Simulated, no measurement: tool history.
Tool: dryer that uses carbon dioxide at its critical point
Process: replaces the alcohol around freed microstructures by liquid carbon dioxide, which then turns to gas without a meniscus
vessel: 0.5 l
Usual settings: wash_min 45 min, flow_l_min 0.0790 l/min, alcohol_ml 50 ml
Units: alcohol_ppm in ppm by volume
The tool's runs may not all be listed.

| run | hour | wash_min | flow_l_min | alcohol_ml | alcohol_ppm |
|---|---|---|---|---|---|
| 1 | 0.0 | 45 | 0.0790 | 50 | 185 |
| 2 | 9.6 | 45 | 0.0790 | 50 | 191 |
| 3 | 19.0 | 45 | 0.0790 | 50 | 189 |
| 4 | 30.2 | 45 | 0.0790 | 50 | 192 |
| 5 | 34.9 | 45 | 0.0833 | 50 | 139 |
| 6 | 42.9 | 45 | 0.0833 | 50 | 132 |
| 7 | 53.2 | 45 | 0.0833 | 50 | 145 |
| 8 | 64.5 | 45 | 0.0790 | 31 | 141 |
| 9 | 74.1 | 45 | 0.0790 | 31 | 136 |
| 10 | 84.8 | 45 | 0.0790 | 31 | 138 |
| 11 | 96.1 | 45 | 0.0790 | 31 | 145 |
| 12 | 105.6 | 59 | 0.0550 | 59 | 470 |
| 13 | 113.5 | 59 | 0.0575 | 86 | 509 |
| 14 | 121.0 | 60 | 0.0554 | 86 | 579 |
| 15 | 128.2 | 45 | 0.0790 | 42 | 185 |
| 16 | 137.4 | 45 | 0.0509 | 63 | 2532 |
| 17 | 143.0 | 45 | 0.0509 | 63 | 2543 |
| 18 | 149.5 | 29 | 0.0790 | 86 | 2905 |
| 19 | 158.9 | 49 | 0.0790 | 45 | 127 |
| 20 | 166.1 | 35 | 0.0790 | 59 | 910 |
| 21 | 173.4 | 35 | 0.0790 | 59 | 909 |

The same runs without the tool's hidden state, with the same run-to-run variation:
The hidden state here: flow that reaches the vessel past the clogged filter, %; alcohol in the recycled carbon dioxide, ppm; drift of the gauge itself on alcohol_ppm, %.
| run | alcohol_ppm |
|---|---|
| 1 | 118 |
| 2 | 121 |
| 3 | 119 |
| 4 | 119 |
| 5 | 81 |
| 6 | 72 |
| 7 | 84 |
| 8 | 82 |
| 9 | 75 |
| 10 | 78 |
| 11 | 82 |
| 12 | 313 |
| 13 | 334 |
| 14 | 381 |
| 15 | 105 |
| 16 | 1933 |
| 17 | 1938 |
| 18 | 2192 |
| 19 | 58 |
| 20 | 630 |
| 21 | 624 |
